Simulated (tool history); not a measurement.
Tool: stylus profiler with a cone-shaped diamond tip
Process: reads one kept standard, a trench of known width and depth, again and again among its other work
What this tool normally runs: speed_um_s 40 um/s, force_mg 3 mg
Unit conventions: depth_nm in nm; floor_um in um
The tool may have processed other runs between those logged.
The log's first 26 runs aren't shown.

| run | hour | speed_um_s | force_mg | depth_nm | floor_um |
|---|---|---|---|---|---|
| 27 | 317.9 | 48 | 5.07 | 201.88 | 28.03 |
| 28 | 331.9 | 13 | 2.12 | 200.94 | 28.11 |
| 29 | 342.5 | 38 | 4.9 | 201.81 | 28.12 |
| 30 | 356.3 | 33 | 3 | 201.26 | 28.1 |
| 31 | 364.4 | 21 | 5.43 | 202.08 | 28.15 |
| 32 | 379.5 | 61 | 7.94 | 202.63 | 28.05 |
| 33 | 395.9 | 15 | 5.97 | 202.05 | 28.15 |
| 34 | 407.4 | 15 | 5.97 | 202.2 | 28.1 |
| 35 | 424.3 | 146 | 1.16 | 200.54 | 27.61 |
| 36 | 440.9 | 11 | 2.8 | 201.24 | 28.16 |
| 37 | 457.3 | 11 | 2.8 | 201.22 | 28.2 |
| 38 | 467.9 | 40 | 6.84 | 202.28 | 28.09 |
| 39 | 476.8 | 79 | 1.87 | 200.8 | 27.93 |
| 40 | 490.8 | 23 | 3.24 | 201.29 | 28.07 |
| 41 | 500.1 | 15 | 8.12 | 202.57 | 28.19 |
| 42 | 509.2 | 13 | 1.73 | 200.6 | 28.12 |
| 43 | 525.4 | 12 | 2.02 | 200.8 | 28.16 |
| 44 | 536.1 | 12 | 2.02 | 200.81 | 28.09 |
| 45 | 553.5 | 12 | 2.02 | 200.86 | 28.15 |
| 46 | 566.9 | 16 | 2.28 | 201.02 | 28.12 |

Below are 3 alternative next runs, each starting from the tool's condition after run 46. Predict each:
| A | 579.6 | 80 | 1.72 | ? | ? |
| B | 579.6 | 40 | 2.08 | ? | ? |
| C | 579.6 | 14 | 2.28 | ? | ? |

| run | depth_nm | floor_um |
|---|---|---|
| A | 200.68 | 27.93 |
| B | 200.87 | 28.05 |
| C | 200.83 | 28.09 |
Without the tool's unlogged condition, the same runs would have read:
| run | depth_nm | floor_um |
|---|---|---|
| A | 200.98 | 28.03 |
| B | 201.17 | 28.15 |
| C | 201.13 | 28.18 |
